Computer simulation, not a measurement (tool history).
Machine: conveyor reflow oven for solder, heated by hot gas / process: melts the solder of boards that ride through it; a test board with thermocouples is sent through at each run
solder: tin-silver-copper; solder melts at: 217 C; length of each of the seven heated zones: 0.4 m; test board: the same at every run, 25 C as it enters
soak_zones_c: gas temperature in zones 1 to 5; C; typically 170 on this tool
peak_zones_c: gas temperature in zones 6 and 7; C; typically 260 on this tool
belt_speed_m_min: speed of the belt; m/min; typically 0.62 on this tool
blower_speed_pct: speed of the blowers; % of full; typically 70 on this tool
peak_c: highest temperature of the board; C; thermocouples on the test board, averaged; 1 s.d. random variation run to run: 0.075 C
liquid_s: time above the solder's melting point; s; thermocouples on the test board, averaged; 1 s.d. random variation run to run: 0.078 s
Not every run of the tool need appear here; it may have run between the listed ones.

run	day	soak_zones_c	peak_zones_c	belt_speed_m_min	blower_speed_pct	peak_c	liquid_s
1	0	170	260	0.62	70	241.48	47.95
# day 1.979: thermocouples of zones 6 and 7 changed
2	2.5	170	260	0.652	70	240.8	44.5
# day 4.138: flux residue cleaned out of gas plates and filters
3	5.229	170	260	0.652	70	241.79	45.82
4	7.8	162	260	0.62	70	241.78	46.05
5	10.362	170	260	0.62	86	246.56	54.57
6	12.946	170	261	0.62	70	243.96	50.92
7	14.817	170	260	0.62	70	242.84	49.98
# day 15.925: belt drive overhauled, speed set with a stopwatch
8	16.117	170	260	0.62	70	243.36	51.44
9	17.158	170	252	0.62	70	236.46	43.93
10	18.512	170	252	0.507	70	241.51	64.26
11	19.812	170	267	0.507	70	255.16	77.08
12	21.992	170	267	0.507	70	255.04	77.19
13	23.429	170	267	0.507	70	254.97	77.02
# day 26: belt drive overhauled, speed set with a stopwatch, once more
14	26	155	260	0.62	70	238.04	38.14
15	27.229	155	260	0.62	70	238.09	38.01
# day 28.438: flux residue cleaned out of gas plates and filters
16	28.792	170	260	0.685	70	238.93	38.57
17	31.238	170	260	0.685	70	238.72	38.42
18	32.896	171	260	0.727	74	237.75	35.17
19	34.075	184	264	0.727	71	243.26	44.42
20	35.367	184	257	0.727	82	239.96	42.75
21	36.854	157	257	0.727	82	233.89	28.26
22	38.729	170	261	0.737	71	236.59	32.88
23	40.221	170	260	0.557	70	244.88	57.13
24	42.804	157	253	0.62	82	235.73	37.45
25	45.212	157	253	0.62	82	235.42	37.4
26	46.779	173	260	0.62	71	242.14	48.69
27	48.271	160	255	0.501	74	242.32	58.58
28	50.162	160	255	0.501	74	242.13	58.77
29	51.429	160	271	0.648	74	247.71	46.91

Alternative continuations, all from the tool just after run 29; predict every row:
# day 52.358: flux residue cleaned out of gas plates and filters
A	53.371	177	271	0.673	76	?	?
# day 52.358: flux residue cleaned out of gas plates and filters
B	53.371	161	271	0.648	74	?	?
# day 52.358: flux residue cleaned out of gas plates and filters
C	53.371	172	271	0.593	74	?	?

run	peak_c	liquid_s
A	251.54	53.72
B	249.33	48.95
C	254.38	61.9
Had the tool no hidden state, the same runs would have come out as:
run	peak_c	liquid_s
A	252.29	53.67
B	250.07	49
C	255.18	61.81

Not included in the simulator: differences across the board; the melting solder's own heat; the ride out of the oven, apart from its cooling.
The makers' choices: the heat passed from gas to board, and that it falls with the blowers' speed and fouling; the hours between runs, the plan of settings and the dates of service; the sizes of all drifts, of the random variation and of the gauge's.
